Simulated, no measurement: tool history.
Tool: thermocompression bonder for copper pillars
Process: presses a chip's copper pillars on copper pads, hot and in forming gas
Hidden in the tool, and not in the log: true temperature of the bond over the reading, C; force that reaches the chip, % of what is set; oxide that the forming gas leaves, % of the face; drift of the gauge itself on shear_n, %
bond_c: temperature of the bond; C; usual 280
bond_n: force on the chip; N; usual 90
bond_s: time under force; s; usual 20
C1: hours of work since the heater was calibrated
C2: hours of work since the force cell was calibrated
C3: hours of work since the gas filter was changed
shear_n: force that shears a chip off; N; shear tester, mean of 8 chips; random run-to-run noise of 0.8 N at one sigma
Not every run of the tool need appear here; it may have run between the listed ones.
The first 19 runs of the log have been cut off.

run 20 hour=768.2 | bond_c=280 bond_n=61 bond_s=20 | C1=365 C2=1282 C3=178 | shear_n=53.9
run 21 hour=804.5 | bond_c=280 bond_n=61 bond_s=20 | C1=388 C2=1305 C3=201 | shear_n=55.7
-- hour=828.0 forming gas filter changed
run 22 hour=847.1 | bond_c=303 bond_n=58 bond_s=23 | C1=415 C2=1332 C3=12 | shear_n=67.6
run 23 hour=898.6 | bond_c=258 bond_n=78 bond_s=55 | C1=449 C2=1365 C3=46 | shear_n=77.1
run 24 hour=947.3 | bond_c=284 bond_n=94 bond_s=41 | C1=480 C2=1397 C3=77 | shear_n=99.4
run 25 hour=976.3 | bond_c=273 bond_n=58 bond_s=29 | C1=499 C2=1416 C3=96 | shear_n=54.2
run 26 hour=1021.0 | bond_c=283 bond_n=61 bond_s=26 | C1=527 C2=1444 C3=124 | shear_n=61.3
run 27 hour=1060.4 | bond_c=289 bond_n=75 bond_s=23 | C1=553 C2=1470 C3=150 | shear_n=75.0
run 28 hour=1091.5 | bond_c=281 bond_n=54 bond_s=38 | C1=573 C2=1490 C3=170 | shear_n=61.3
run 29 hour=1139.9 | bond_c=290 bond_n=74 bond_s=20 | C1=604 C2=1521 C3=201 | shear_n=70.3
-- hour=1159.1 forming gas filter changed
run 30 hour=1184.3 | bond_c=275 bond_n=135 bond_s=11 | C1=632 C2=1549 C3=16 | shear_n=84.7
run 31 hour=1235.2 | bond_c=301 bond_n=135 bond_s=11 | C1=665 C2=1582 C3=49 | shear_n=98.8
run 32 hour=1289.3 | bond_c=291 bond_n=90 bond_s=20 | C1=700 C2=1617 C3=84 | shear_n=83.1
run 33 hour=1325.3 | bond_c=286 bond_n=90 bond_s=15 | C1=723 C2=1640 C3=107 | shear_n=72.1
run 34 hour=1347.6 | bond_c=286 bond_n=90 bond_s=15 | C1=738 C2=1655 C3=122 | shear_n=72.3
run 35 hour=1372.1 | bond_c=299 bond_n=110 bond_s=11 | C1=754 C2=1670 C3=137 | shear_n=84.3
run 36 hour=1396.2 | bond_c=304 bond_n=90 bond_s=15 | C1=769 C2=1686 C3=153 | shear_n=82.5
run 37 hour=1436.6 | bond_c=304 bond_n=90 bond_s=15 | C1=795 C2=1712 C3=179 | shear_n=82.9
run 38 hour=1485.3 | bond_c=304 bond_n=90 bond_s=15 | C1=827 C2=1744 C3=210 | shear_n=83.3
-- hour=1490.9 forming gas filter changed
run 39 hour=1532.5 | bond_c=261 bond_n=119 bond_s=15 | C1=857 C2=1774 C3=27 | shear_n=72.7
run 40 hour=1579.9 | bond_c=282 bond_n=68 bond_s=28 | C1=887 C2=1804 C3=57 | shear_n=68.6

3 options for the next run, each taken on its own from the tool as it stands now. Forecast them:
run A hour=1631.7 | bond_c=280 bond_n=90 bond_s=43 | C1=921 C2=1838 C3=91 | shear_n=?
run B hour=1631.7 | bond_c=302 bond_n=68 bond_s=28 | C1=921 C2=1838 C3=91 | shear_n=?
run C hour=1631.7 | bond_c=253 bond_n=89 bond_s=47 | C1=921 C2=1838 C3=91 | shear_n=?

run=A shear_n=95.5
run=B shear_n=80.2
run=C shear_n=77.9
Stripped of hidden state, with their random variation kept, the same runs would have yielded:
run=A shear_n=96.0
run=B shear_n=80.7
run=C shear_n=78.5
